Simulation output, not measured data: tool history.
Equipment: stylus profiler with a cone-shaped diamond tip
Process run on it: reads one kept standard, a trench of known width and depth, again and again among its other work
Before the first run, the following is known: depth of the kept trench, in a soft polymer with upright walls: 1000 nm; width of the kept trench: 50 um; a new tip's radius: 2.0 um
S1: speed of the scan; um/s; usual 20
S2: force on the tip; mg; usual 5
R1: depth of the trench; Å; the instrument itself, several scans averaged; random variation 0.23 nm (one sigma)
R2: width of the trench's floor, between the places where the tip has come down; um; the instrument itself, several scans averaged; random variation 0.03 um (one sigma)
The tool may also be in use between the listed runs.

| run | day | S1 | S2 | R1 | R2 |
|---|---|---|---|---|---|
| 1 | 0 | 20 | 5 | 10187.3 | 46.38 |
| 2 | 3.079 | 8 | 5 | 10192.3 | 46.43 |
| 3 | 5.771 | 8 | 5 | 10191.7 | 46.38 |
| 4 | 9.562 | 8 | 5 | 10197.5 | 46.34 |
| 5 | 12.167 | 17 | 5 | 10196.5 | 46.29 |
| 6 | 14.317 | 17 | 5 | 10192.4 | 46.24 |
| 7 | 16.612 | 17 | 5 | 10197.2 | 46.24 |
| 8 | 19.154 | 17 | 5 | 10203 | 46.14 |
| 9 | 23.308 | 17 | 5 | 10210.1 | 46.14 |
| 10 | 27.171 | 17 | 5 | 10208.3 | 46.11 |
| 11 | 30.767 | 17 | 5 | 10191 | 46.06 |
| 12 | 32.983 | 5 | 5 | 10191.9 | 46.12 |
| 13 | 35.192 | 5 | 5 | 10190.7 | 45.99 |
| 14 | 38.562 | 5 | 5 | 10195.4 | 45.95 |
| 15 | 41.092 | 6 | 2.54 | 10131 | 45.93 |
| 16 | 44.325 | 45 | 3.62 | 10164.1 | 45.85 |
| 17 | 47.092 | 20 | 4.52 | 10190.6 | 45.85 |
| 18 | 49.567 | 20 | 4.52 | 10185.6 | 45.81 |
| 19 | 51.379 | 20 | 4.52 | 10192 | 45.82 |
| 20 | 55.408 | 16 | 13.88 | 10392.5 | 45.74 |
| 21 | 58.379 | 13 | 13.88 | 10394.7 | 45.7 |
| 22 | 62.042 | 13 | 13.88 | 10396.4 | 45.73 |
| 23 | 65.996 | 13 | 13.88 | 10398.2 | 45.6 |
| 24 | 69.671 | 6 | 5 | 10217.2 | 45.62 |

Not shown here: 2 entries made in the log between runs. Locate each between two listed runs and compare the hidden state at the listed run before it with the hidden state at the listed run after it:
From run 8 to run 9: height scale calibrated on a step standard (day 19.354)
  radius of the tip, um: 2.27 -> 2.32; height scale over the true one, %: 0.108 -> 0.189
  the result without the hidden state subtracted from the measured one, R1: +11 -> +19.2 Å; R2: -0.3 -> -0.35 um
From run 10 to run 11: height scale calibrated on a step standard, once more (day 28.238)
  radius of the tip, um: 2.37 -> 2.41; height scale over the true one, %: 0.21 -> 0.032
  the result without the hidden state subtracted from the measured one, R1: +21.4 -> +3.3 Å; R2: -0.4 -> -0.45 um

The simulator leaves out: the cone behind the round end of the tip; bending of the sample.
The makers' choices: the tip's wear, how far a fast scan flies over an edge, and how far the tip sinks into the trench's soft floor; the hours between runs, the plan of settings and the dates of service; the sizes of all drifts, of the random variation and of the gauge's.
